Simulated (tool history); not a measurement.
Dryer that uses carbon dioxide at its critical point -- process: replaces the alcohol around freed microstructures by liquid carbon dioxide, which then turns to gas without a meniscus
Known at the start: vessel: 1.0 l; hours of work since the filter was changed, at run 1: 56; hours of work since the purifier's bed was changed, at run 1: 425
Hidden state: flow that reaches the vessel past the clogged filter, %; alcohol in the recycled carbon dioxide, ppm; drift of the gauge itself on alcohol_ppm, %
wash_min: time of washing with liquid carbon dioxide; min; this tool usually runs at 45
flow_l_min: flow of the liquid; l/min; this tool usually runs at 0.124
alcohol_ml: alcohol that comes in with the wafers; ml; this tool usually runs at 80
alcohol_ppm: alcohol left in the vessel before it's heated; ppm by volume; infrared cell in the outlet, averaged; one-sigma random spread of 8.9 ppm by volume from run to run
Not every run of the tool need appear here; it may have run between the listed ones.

run    hour  wash_min  flow_l_min  alcohol_ml  hours of work since the filter was changed  hours of work since the purifier's bed was changed  alcohol_ppm
  1       0        45       0.124          80                                          56                                                 425          624
  2    30.7        54       0.124          80                                          77                                                 447          305
  3    55.6        54       0.124          80                                          95                                                 464          304
  4    76.1        54       0.124          80                                         109                                                 478          303
  5   102.1        54       0.124          80                                         127                                                 497          335
  6   125.1        54       0.124          80                                         144                                                 513          333
  7   146.2        54       0.172          80                                         158                                                 528          123
  8   170.1        54       0.172          80                                         175                                                 544          126
  9   186.6        54       0.172          80                                         187                                                 556          131
 10   207.9        45       0.124          23                                         202                                                 571          311
 11   240.2        30       0.124          80                                         224                                                 593         3460
 12   257.5        30       0.124          80                                         236                                                 606         3599
 13   285.6        45       0.088          80                                         256                                                 625         3052
 14     302        45       0.088          80                                         267                                                 637         3103
      311.5  -- inlet filter changed
 15   336.8        45       0.088          80                                          18                                                 660         2356
 16   376.1        33       0.088          80                                          45                                                 688         6188
 17   414.4        33       0.088          80                                          72                                                 715         6504
 18   436.1        45       0.124          80                                          87                                                 730          719
 19   471.2        45       0.124          80                                         112                                                 755          733
 20   488.6        45       0.124          80                                         124                                                 767          756
 21   522.8        45       0.124          80                                         148                                                 791          780
 22   557.3        45       0.124          80                                         172                                                 815          802
 23   581.2        45       0.124          80                                         189                                                 832          803
 24   610.8        27       0.124          80                                         210                                                 852         4752
 25   635.2        45       0.196          80                                         227                                                 870          198
 26     669        45       0.196          80                                         251                                                 893          190
 27   688.4        29       0.142          75                                         264                                                 907         2563
      700.7  -- inlet filter changed
 28   715.8        57       0.178          75                                          11                                                 925          171
 29   732.3        57       0.178          75                                          22                                                 937          161
 30   752.9        30       0.089          21                                          37                                                 951         2104
 31     775        30       0.089          97                                          52                                                 967         9144
 32   807.4        33       0.145          39                                          75                                                 990          740
 33   828.8        33       0.145          39                                          90                                                1005          726
 34   854.5        65       0.204          39                                         108                                                1023          180
 35   870.5        30       0.124          43                                         119                                                1034         1831
 36   894.7        57       0.075          25                                         136                                                1051          828
 37   928.6        45       0.124          38                                         160                                                1075          493
 38   948.2        31       0.146          26                                         173                                                1088          708
 39     970        32       0.104          22                                         189                                                1103         1493
 40  1005.9        37       0.104          22                                         214                                                1129         1033
 41  1022.2        60        0.19          80                                         225                                                1140          220
 42  1057.9        28       0.078          22                                         250                                                1165         3739
     1090.4  -- inlet filter changed
 43    1094        28       0.078          22                                           3                                                1190         3316
 44  1126.7        45       0.124          28                                          25                                                1213          386
 45  1154.3        45       0.123          30                                          45                                                1232          419
 46  1186.6        60       0.158          80                                          67                                                1255          235
 47    1204        60       0.093          37                                          80                                                1267          487

Measured less the same run without the tool's hidden state. The same run-to-run variation is in both; the gauge's scatter may not be:
run  alcohol_ppm
  1         +134
  2         +116
  3         +123
  4         +130
  5         +142
  6         +152
  7         +101
  8         +108
  9         +109
 10         +157
 11         +818
 12         +887
 13         +844
 14         +883
 15         +202
 16         +425
 17         +588
 18         +221
 19         +241
 20         +258
 21         +284
 22         +307
 23         +326
 24        +1039
 25         +170
 26         +173
 27         +831
 28         +161
 29         +160
 30         +229
 31         +554
 32         +233
 33         +243
 34         +175
 35         +384
 36         +285
 37         +257
 38         +296
 39         +411
 40         +370
 41         +200
 42         +710
 43         +223
 44         +212
 45         +231
 46         +220
 47         +255
